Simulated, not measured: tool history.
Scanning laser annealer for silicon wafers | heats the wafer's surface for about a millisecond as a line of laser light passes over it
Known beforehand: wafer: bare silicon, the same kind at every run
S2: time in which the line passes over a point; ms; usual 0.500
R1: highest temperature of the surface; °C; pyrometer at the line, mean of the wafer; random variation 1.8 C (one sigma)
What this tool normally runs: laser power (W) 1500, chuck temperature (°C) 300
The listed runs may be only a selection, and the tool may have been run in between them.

{"run": 1, "day": 0.0, "laser power (W)": 1500, "S2": 0.5, "chuck temperature (°C)": 300, "R1": 999}
{"run": 2, "day": 0.721, "laser power (W)": 1500, "S2": 0.477, "chuck temperature (°C)": 300, "R1": 982}
{"run": 3, "day": 1.3, "laser power (W)": 1500, "S2": 0.477, "chuck temperature (°C)": 300, "R1": 980}
{"run": 4, "day": 2.008, "laser power (W)": 1500, "S2": 0.477, "chuck temperature (°C)": 300, "R1": 982}
{"run": 5, "day": 2.642, "laser power (W)": 1500, "S2": 0.5, "chuck temperature (°C)": 300, "R1": 994}
{"run": 6, "day": 3.396, "laser power (W)": 1500, "S2": 0.5, "chuck temperature (°C)": 300, "R1": 994}
{"run": 7, "day": 4.212, "laser power (W)": 1370, "S2": 0.5, "chuck temperature (°C)": 300, "R1": 920}
{"run": 8, "day": 4.967, "laser power (W)": 1370, "S2": 0.5, "chuck temperature (°C)": 300, "R1": 921}
{"run": 9, "day": 5.462, "laser power (W)": 1370, "S2": 0.5, "chuck temperature (°C)": 300, "R1": 920}
{"run": 10, "day": 5.821, "laser power (W)": 1370, "S2": 0.5, "chuck temperature (°C)": 300, "R1": 917}
{"run": 11, "day": 6.579, "laser power (W)": 1370, "S2": 0.5, "chuck temperature (°C)": 300, "R1": 919}
{"run": 12, "day": 7.375, "laser power (W)": 1500, "S2": 0.5, "chuck temperature (°C)": 300, "R1": 993}
{"run": 13, "day": 7.733, "laser power (W)": 1500, "S2": 0.591, "chuck temperature (°C)": 300, "R1": 1045}
{"run": 14, "day": 8.583, "laser power (W)": 1500, "S2": 0.591, "chuck temperature (°C)": 300, "R1": 1043}
{"run": 15, "day": 9.392, "laser power (W)": 1500, "S2": 0.591, "chuck temperature (°C)": 300, "R1": 1045}
{"run": 16, "day": 9.933, "laser power (W)": 1281, "S2": 0.5, "chuck temperature (°C)": 300, "R1": 867}
{"run": 17, "day": 10.529, "laser power (W)": 1500, "S2": 0.5, "chuck temperature (°C)": 300, "R1": 989}
{"run": 18, "day": 11.021, "laser power (W)": 1500, "S2": 0.5, "chuck temperature (°C)": 300, "R1": 987}
{"run": 19, "day": 11.383, "laser power (W)": 1500, "S2": 0.5, "chuck temperature (°C)": 300, "R1": 987}
{"run": 20, "day": 11.942, "laser power (W)": 1500, "S2": 0.427, "chuck temperature (°C)": 300, "R1": 941}
{"run": 21, "day": 12.429, "laser power (W)": 1500, "S2": 0.427, "chuck temperature (°C)": 300, "R1": 944}
{"run": 22, "day": 13.125, "laser power (W)": 1288, "S2": 0.605, "chuck temperature (°C)": 295, "R1": 913}
{"run": 23, "day": 13.929, "laser power (W)": 1441, "S2": 0.605, "chuck temperature (°C)": 295, "R1": 1006}
{"day": 14.646, "done": "window over the wafer cleaned"}
{"run": 24, "day": 14.883, "laser power (W)": 1342, "S2": 0.605, "chuck temperature (°C)": 295, "R1": 966}
{"run": 25, "day": 15.25, "laser power (W)": 1342, "S2": 0.605, "chuck temperature (°C)": 295, "R1": 965}
{"run": 26, "day": 15.775, "laser power (W)": 1342, "S2": 0.605, "chuck temperature (°C)": 295, "R1": 968}
{"run": 27, "day": 16.642, "laser power (W)": 1500, "S2": 0.608, "chuck temperature (°C)": 301, "R1": 1073}
{"run": 28, "day": 17.458, "laser power (W)": 1354, "S2": 0.517, "chuck temperature (°C)": 329, "R1": 961}
{"run": 29, "day": 18.258, "laser power (W)": 1573, "S2": 0.399, "chuck temperature (°C)": 296, "R1": 970}
{"run": 30, "day": 18.683, "laser power (W)": 1633, "S2": 0.438, "chuck temperature (°C)": 326, "R1": 1062}
{"run": 31, "day": 19.512, "laser power (W)": 1388, "S2": 0.531, "chuck temperature (°C)": 293, "R1": 951}
{"run": 32, "day": 20.067, "laser power (W)": 1388, "S2": 0.531, "chuck temperature (°C)": 293, "R1": 951}
{"run": 33, "day": 20.662, "laser power (W)": 1474, "S2": 0.577, "chuck temperature (°C)": 300, "R1": 1034}
{"run": 34, "day": 21.254, "laser power (W)": 1474, "S2": 0.577, "chuck temperature (°C)": 300, "R1": 1036}
{"run": 35, "day": 22.038, "laser power (W)": 1644, "S2": 0.377, "chuck temperature (°C)": 320, "R1": 1016}
{"run": 36, "day": 22.829, "laser power (W)": 1644, "S2": 0.377, "chuck temperature (°C)": 320, "R1": 1013}
{"run": 37, "day": 23.512, "laser power (W)": 1349, "S2": 0.613, "chuck temperature (°C)": 311, "R1": 983}
{"run": 38, "day": 24.083, "laser power (W)": 1510, "S2": 0.436, "chuck temperature (°C)": 300, "R1": 962}
{"run": 39, "day": 24.6, "laser power (W)": 1510, "S2": 0.436, "chuck temperature (°C)": 300, "R1": 967}
{"run": 40, "day": 25.025, "laser power (W)": 1517, "S2": 0.436, "chuck temperature (°C)": 294, "R1": 962}
{"run": 41, "day": 25.708, "laser power (W)": 1500, "S2": 0.599, "chuck temperature (°C)": 268, "R1": 1021}

Predict each of these 3 candidate next runs independently; none follows another, all start after run 41:
{"run": "A", "day": 26.1, "laser power (W)": 1510, "S2": 0.599, "chuck temperature (°C)": 274, "R1": "?"}
{"run": "B", "day": 26.1, "laser power (W)": 1409, "S2": 0.353, "chuck temperature (°C)": 307, "R1": "?"}
{"run": "C", "day": 26.1, "laser power (W)": 1500, "S2": 0.539, "chuck temperature (°C)": 273, "R1": "?"}

run=A R1=1038
run=B R1=861
run=C R1=994
Take away the tool's hidden state, keep each run's random variation, and the runs would have read:
run=A R1=1060
run=B R1=877
run=C R1=1015
